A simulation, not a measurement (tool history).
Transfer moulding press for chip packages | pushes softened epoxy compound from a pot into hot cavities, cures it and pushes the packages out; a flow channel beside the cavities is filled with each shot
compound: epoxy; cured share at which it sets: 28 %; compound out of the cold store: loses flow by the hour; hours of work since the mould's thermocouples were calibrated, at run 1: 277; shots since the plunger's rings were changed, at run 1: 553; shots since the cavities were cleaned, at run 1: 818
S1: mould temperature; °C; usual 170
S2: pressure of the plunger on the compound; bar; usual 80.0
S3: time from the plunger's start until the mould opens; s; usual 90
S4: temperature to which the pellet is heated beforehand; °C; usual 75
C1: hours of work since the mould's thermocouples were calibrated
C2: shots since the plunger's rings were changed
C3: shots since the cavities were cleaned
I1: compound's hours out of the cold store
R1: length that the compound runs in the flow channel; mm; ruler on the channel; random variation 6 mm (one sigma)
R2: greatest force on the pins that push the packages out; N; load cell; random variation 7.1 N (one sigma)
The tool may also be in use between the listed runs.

run	day	S1	S2	S3	S4	C1	C2	C3	I1	R1	R2
1	0.000	170	80.0	90	75	277	553	818	32.4	810	637
# day 0.938: cavities cleaned with cleaning compound and waxed
2	1.533	170	80.9	90	75	300	1001	182	21.6	872	449
3	2.625	170	82.2	90	75	316	1332	513	27.8	828	575
4	3.975	170	82.2	90	75	337	1743	924	26.4	827	656
# day 4.517: cavities cleaned with cleaning compound and waxed
5	4.800	170	80.0	90	75	349	1974	85	20.6	848	391
6	5.812	170	80.0	90	75	364	2283	394	22.8	831	561
7	7.017	170	80.0	90	75	382	2648	759	27.1	805	648
# day 7.850: mould's thermocouples calibrated
# day 8.167: cavities cleaned with cleaning compound and waxed
8	8.842	170	80.0	90	75	14	3159	205	46.1	694	452
9	10.050	170	80.0	90	75	33	3526	572	43.7	713	567
# day 11.717: cavities cleaned with cleaning compound and waxed
10	11.717	170	80.0	90	75	57	4014	0	40.2	706	300
11	12.742	170	80.0	90	75	73	4326	312	35.0	726	489
12	14.000	170	80.0	90	75	92	4708	694	8.9	861	644
13	15.067	170	80.0	90	75	108	5033	1019	16.2	810	641
# day 15.283: cavities cleaned with cleaning compound and waxed
14	16.533	170	80.0	90	75	130	5460	381	25.2	760	538
15	18.088	170	69.1	90	80	153	5932	853	33.5	662	617
# day 18.854: cavities cleaned with cleaning compound and waxed
16	19.562	163	80.0	106	75	175	6361	215	40.8	681	486
# day 19.775: plunger's sealing rings changed
17	21.362	168	80.0	90	83	201	483	731	44.1	741	673
18	22.096	168	87.2	90	68	212	705	953	15.7	949	735
# day 22.521: cavities cleaned with cleaning compound and waxed
19	23.233	163	74.6	125	75	228	1032	217	9.7	925	427
20	24.404	170	94.0	116	75	246	1389	574	26.8	885	506
21	25.554	170	94.0	116	75	264	1738	923	36.6	830	539
# day 26.121: cavities cleaned with cleaning compound and waxed
22	26.975	170	94.0	116	75	285	2152	260	44.8	773	407
23	27.892	170	94.0	116	75	299	2430	538	32.8	830	495
24	28.812	176	80.0	90	77	313	2710	818	17.5	834	548
# day 29.700: cavities cleaned with cleaning compound and waxed
25	29.871	176	80.0	90	77	328	3013	52	21.2	811	322

The next listed run, before its measurement:
26	31.321	169	80.0	90	66	350	3454	493	15.5	?	?

Run 26 gave R1 858 mm, R2 644 N.
Without the tool's hidden state the same run would have given R1 927 mm, R2 329 N.

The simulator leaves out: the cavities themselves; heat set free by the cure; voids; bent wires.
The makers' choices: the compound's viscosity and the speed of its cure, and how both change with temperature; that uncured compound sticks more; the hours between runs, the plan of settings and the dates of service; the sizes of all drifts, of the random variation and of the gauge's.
